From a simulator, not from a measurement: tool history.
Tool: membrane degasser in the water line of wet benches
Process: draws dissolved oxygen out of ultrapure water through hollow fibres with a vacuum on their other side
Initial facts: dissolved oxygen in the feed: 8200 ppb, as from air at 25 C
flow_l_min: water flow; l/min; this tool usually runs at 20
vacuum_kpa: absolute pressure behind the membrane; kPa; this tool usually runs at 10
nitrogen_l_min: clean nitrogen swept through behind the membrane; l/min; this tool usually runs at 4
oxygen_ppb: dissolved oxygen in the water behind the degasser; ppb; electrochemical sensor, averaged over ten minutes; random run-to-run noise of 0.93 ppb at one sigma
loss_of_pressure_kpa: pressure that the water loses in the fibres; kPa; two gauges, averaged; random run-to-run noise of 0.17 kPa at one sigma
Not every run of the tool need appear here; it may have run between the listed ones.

run,day,flow_l_min,vacuum_kpa,nitrogen_l_min,oxygen_ppb,loss_of_pressure_kpa
1,0,20,10,4,96.6,29.1
# day 0.529: vacuum gauge calibrated
2,6.992,23,10,4,110.2,33.59
3,16.162,23,10,4,113.6,33.63
4,20.971,20,10,4,92.8,29.39
5,28.654,20,10,4,93.2,29.09
6,36.108,20,10,4,92.8,29.28
7,41.067,20,15.5,4,162.3,29.44
8,48.783,20,15.5,4,156.3,29.65
9,54.096,20,15.5,4,158,29.64
10,60.479,20,15.5,4,160.7,29.67
11,64.396,20,10,4,95.5,29.69
12,72.229,20,10,4,95.8,29.88
13,81.7,29,10,4,163.9,43.29
14,90.342,29,10,4,166.2,43.54
15,94.462,29,10,4,169.8,43.57
# day 95.862: seals of the vacuum lines changed
16,99.421,29,10,4,164.5,43.7
17,108.35,15,8.5,4.76,45.2,22.77
18,113.738,14,10,4,62.3,21.07
19,120.754,20,6.8,1.84,107.1,30.11
20,129.917,20,6.8,1.65,118.1,30.48
# day 133.562: vacuum gauge calibrated
21,135.083,21,8.9,1.65,180,32.28
22,141.983,21,8.9,1.87,160.3,32.06
23,148.062,23,10,4,115.9,35
24,152.679,25,12.4,4.77,144.6,38.26
25,158.454,12,10,4,51.9,18.4
26,162.879,15,10,4,65.3,23.19
27,169.575,13,9.9,5.86,39.1,20.25
28,176.946,13,9.9,7.71,29.9,20.03
29,183.775,13,9.9,7.71,31,20.24

Run 30, settings as shown, results not yet in. Your forecast:
30,187.608,26,6.3,3.89,?,?

oxygen_ppb: 88.3 ppb
loss_of_pressure_kpa: 40.12 kPa
Had the tool carried no hidden state, the very same run would have given oxygen_ppb 70.8 ppb, loss_of_pressure_kpa 36.31 kPa.

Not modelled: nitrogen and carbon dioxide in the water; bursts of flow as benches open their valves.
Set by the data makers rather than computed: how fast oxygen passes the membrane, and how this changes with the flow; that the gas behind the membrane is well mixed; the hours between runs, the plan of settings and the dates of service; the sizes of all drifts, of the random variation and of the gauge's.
